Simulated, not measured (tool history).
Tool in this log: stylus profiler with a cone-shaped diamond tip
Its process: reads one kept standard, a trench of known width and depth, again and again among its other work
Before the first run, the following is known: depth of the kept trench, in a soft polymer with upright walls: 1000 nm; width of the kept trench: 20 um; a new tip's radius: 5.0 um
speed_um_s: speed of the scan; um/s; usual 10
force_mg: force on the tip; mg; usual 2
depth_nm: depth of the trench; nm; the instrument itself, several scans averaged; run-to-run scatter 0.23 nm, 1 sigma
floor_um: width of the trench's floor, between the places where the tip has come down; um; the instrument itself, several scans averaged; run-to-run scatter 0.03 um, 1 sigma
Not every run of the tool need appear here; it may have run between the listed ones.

{"run": 1, "hour": 0.0, "speed_um_s": 10, "force_mg": 2, "depth_nm": 1015.51, "floor_um": 12.05}
{"run": 2, "hour": 12.0, "speed_um_s": 10, "force_mg": 2, "depth_nm": 1016.11, "floor_um": 11.93}
{"run": 3, "hour": 30.4, "speed_um_s": 10, "force_mg": 1.75, "depth_nm": 1013.93, "floor_um": 11.92}
{"run": 4, "hour": 48.7, "speed_um_s": 10, "force_mg": 2, "depth_nm": 1015.61, "floor_um": 11.88}
{"run": 5, "hour": 69.6, "speed_um_s": 10, "force_mg": 2, "depth_nm": 1015.74, "floor_um": 11.76}
{"run": 6, "hour": 79.7, "speed_um_s": 10, "force_mg": 2, "depth_nm": 1016.04, "floor_um": 11.81}
{"run": 7, "hour": 97.6, "speed_um_s": 3, "force_mg": 0.98, "depth_nm": 1010.14, "floor_um": 11.82}
{"hour": 100.0, "done": "height scale calibrated on a step standard"}
{"run": 8, "hour": 107.5, "speed_um_s": 3, "force_mg": 0.98, "depth_nm": 1010.76, "floor_um": 11.75}
{"run": 9, "hour": 120.9, "speed_um_s": 16, "force_mg": 1.42, "depth_nm": 1013.58, "floor_um": 11.73}
{"run": 10, "hour": 141.3, "speed_um_s": 3, "force_mg": 1.35, "depth_nm": 1013.05, "floor_um": 11.69}
{"run": 11, "hour": 150.9, "speed_um_s": 14, "force_mg": 2.93, "depth_nm": 1020.69, "floor_um": 11.54}
{"run": 12, "hour": 167.4, "speed_um_s": 2, "force_mg": 5.95, "depth_nm": 1032.75, "floor_um": 11.63}

Each row is a separate what-if for the run after 12, all from the same tool condition, not one after another. Results?
{"run": "A", "hour": 184.1, "speed_um_s": 10, "force_mg": 0.78, "depth_nm": "?", "floor_um": "?"}
{"run": "B", "hour": 184.1, "speed_um_s": 6, "force_mg": 2.9, "depth_nm": "?", "floor_um": "?"}
{"run": "C", "hour": 184.1, "speed_um_s": 29, "force_mg": 2.59, "depth_nm": "?", "floor_um": "?"}
{"run": "D", "hour": 184.1, "speed_um_s": 9, "force_mg": 2.79, "depth_nm": "?", "floor_um": "?"}

run=A depth_nm=1009.23 floor_um=11.52
run=B depth_nm=1021.12 floor_um=11.55
run=C depth_nm=1019.84 floor_um=11.52
run=D depth_nm=1020.46 floor_um=11.58
With no hidden state in the tool, these same runs would have given:
run=A depth_nm=1007.38 floor_um=13.94
run=B depth_nm=1019.25 floor_um=13.97
run=C depth_nm=1017.97 floor_um=13.94
run=D depth_nm=1018.59 floor_um=14
